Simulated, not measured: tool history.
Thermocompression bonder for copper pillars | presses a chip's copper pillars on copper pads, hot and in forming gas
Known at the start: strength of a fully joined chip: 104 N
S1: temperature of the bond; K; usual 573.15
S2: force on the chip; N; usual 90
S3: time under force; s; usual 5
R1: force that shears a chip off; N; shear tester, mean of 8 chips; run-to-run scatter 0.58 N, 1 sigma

| run | hour | S1 | S2 | S3 | R1 |
|---|---|---|---|---|---|
| 1 | 0 | 573.15 | 90 | 5 | 47 |
| 2 | 20.1 | 573.15 | 90 | 5 | 47.9 |
| 3 | 37.5 | 573.15 | 90 | 5 | 47.6 |
| 4 | 57.4 | 573.15 | 90 | 5 | 47.1 |
| 5 | 75.9 | 573.15 | 90 | 5 | 47.9 |
| 6 | 92.3 | 573.15 | 90 | 5 | 46.6 |
| 7 | 110.9 | 596.15 | 90 | 5 | 56.3 |
| 8 | 126.9 | 578.15 | 90 | 5 | 49.6 |
| 9 | 147.5 | 595.15 | 54 | 3 | 30 |
| 10 | 159 | 595.15 | 54 | 3 | 30.5 |
| 11 | 173.3 | 590.15 | 74 | 14 | 63.7 |
| 12 | 194.6 | 590.15 | 74 | 14 | 63 |
| 13 | 213.4 | 590.15 | 74 | 14 | 62.5 |
| 14 | 225.5 | 572.15 | 72 | 8 | 45.4 |

Withheld: 1 entry from between the runs. Position of each, and hidden state at the listed run before versus the listed run after:
In the gap between runs 10 and 11: heater calibrated with a thermocouple chip (hour 162.3)
  true temperature of the bond over the reading, C: -9.1 -> -11.6; oxide that the forming gas leaves, % of the face: 7.33 -> 7.45
  measured minus no-state result, R1: -4.5 -> -9 N
